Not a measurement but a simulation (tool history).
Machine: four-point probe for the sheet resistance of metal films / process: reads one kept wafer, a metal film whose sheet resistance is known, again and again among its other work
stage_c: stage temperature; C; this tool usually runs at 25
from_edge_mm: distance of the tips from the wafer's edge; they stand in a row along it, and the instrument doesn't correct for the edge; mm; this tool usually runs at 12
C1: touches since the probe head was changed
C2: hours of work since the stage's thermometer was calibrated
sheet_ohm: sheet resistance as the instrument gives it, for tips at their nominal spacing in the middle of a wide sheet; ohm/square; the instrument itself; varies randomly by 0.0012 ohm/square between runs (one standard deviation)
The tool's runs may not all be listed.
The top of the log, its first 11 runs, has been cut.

Run 12, hour 187: usual settings; C1 12946; C2 312. Result: sheet_ohm 5.861239 ohm/square.
Run 13, hour 210.3: usual settings; C1 13778; C2 321. Result: sheet_ohm 5.86335 ohm/square.
Run 14, hour 224.4: usual settings but from_edge_mm 27 mm; C1 14281; C2 327. Result: sheet_ohm 5.854296 ohm/square.
Run 15, hour 244.9: usual settings but from_edge_mm 27 mm; C1 15014; C2 336. Result: sheet_ohm 5.855887 ohm/square.
Run 16, hour 260.2: usual settings but from_edge_mm 8 mm; C1 15560; C2 342. Result: sheet_ohm 5.874805 ohm/square.
Run 17, hour 272.6: usual settings but from_edge_mm 8 mm; C1 16001; C2 347. Result: sheet_ohm 5.87103 ohm/square.
Run 18, hour 289.2: usual settings but from_edge_mm 8 mm; C1 16596; C2 354. Result: sheet_ohm 5.872462 ohm/square.
Run 19, hour 312.4: usual settings but stage_c 35 C, from_edge_mm 4 mm; C1 17425; C2 363. Result: sheet_ohm 5.948429 ohm/square.
Run 20, hour 322.7: usual settings but stage_c 19 C, from_edge_mm 14 mm; C1 17791; C2 367. Result: sheet_ohm 5.849799 ohm/square.
Run 21, hour 335.4: usual settings but stage_c 21 C, from_edge_mm 46 mm; C1 18244; C2 373. Result: sheet_ohm 5.846423 ohm/square.
Run 22, hour 354.3: usual settings but stage_c 21 C, from_edge_mm 46 mm; C1 18921; C2 380. Result: sheet_ohm 5.845787 ohm/square.
Run 23, hour 366.6: usual settings but stage_c 21 C, from_edge_mm 46 mm; C1 19359; C2 385. Result: sheet_ohm 5.843797 ohm/square.
Run 24, hour 382.6: usual settings but from_edge_mm 46 mm; C1 19931; C2 392. Result: sheet_ohm 5.855266 ohm/square.
Run 25, hour 396.3: usual settings but from_edge_mm 46 mm; C1 20419; C2 397. Result: sheet_ohm 5.854041 ohm/square.
Run 26, hour 406.2: usual settings but stage_c 20 C, from_edge_mm 6 mm; C1 20773; C2 402. Result: sheet_ohm 5.878996 ohm/square.
Run 27, hour 426.3: usual settings but stage_c 22 C, from_edge_mm 5 mm; C1 21489; C2 410. Result: sheet_ohm 5.898494 ohm/square.
Run 28, hour 449.3: usual settings but stage_c 22 C, from_edge_mm 5 mm; C1 22310; C2 419. Result: sheet_ohm 5.899822 ohm/square.
Run 29, hour 461.5: usual settings but from_edge_mm 7 mm; C1 22747; C2 424. Result: sheet_ohm 5.880505 ohm/square.
Run 30, hour 477.4: usual settings but from_edge_mm 14 mm; C1 23314; C2 431. Result: sheet_ohm 5.857904 ohm/square.
Run 31, hour 489.5: usual settings but stage_c 22 C, from_edge_mm 14 mm; C1 23746; C2 436. Result: sheet_ohm 5.850959 ohm/square.
Run 32, hour 512.5: usual settings but stage_c 30 C, from_edge_mm 68 mm; C1 24567; C2 445. Result: sheet_ohm 5.864488 ohm/square.

Below are 3 alternative next runs, each starting from the tool's condition after run 32. Predict each:
Run A, hour 527.9: usual settings but stage_c 31 C, from_edge_mm 39 mm; C1 25117; C2 451. Result: sheet_ohm ?.
Run B, hour 527.9: usual settings but stage_c 22 C; C1 25117; C2 451. Result: sheet_ohm ?.
Run C, hour 527.9: usual settings but stage_c 22 C, from_edge_mm 10 mm; C1 25117; C2 451. Result: sheet_ohm ?.

run  sheet_ohm
  A   5.866352
  B   5.854794
  C   5.859263
Without the tool's hidden state the same runs would have given:
run  sheet_ohm
  A   5.866367
  B    5.85481
  C   5.859279
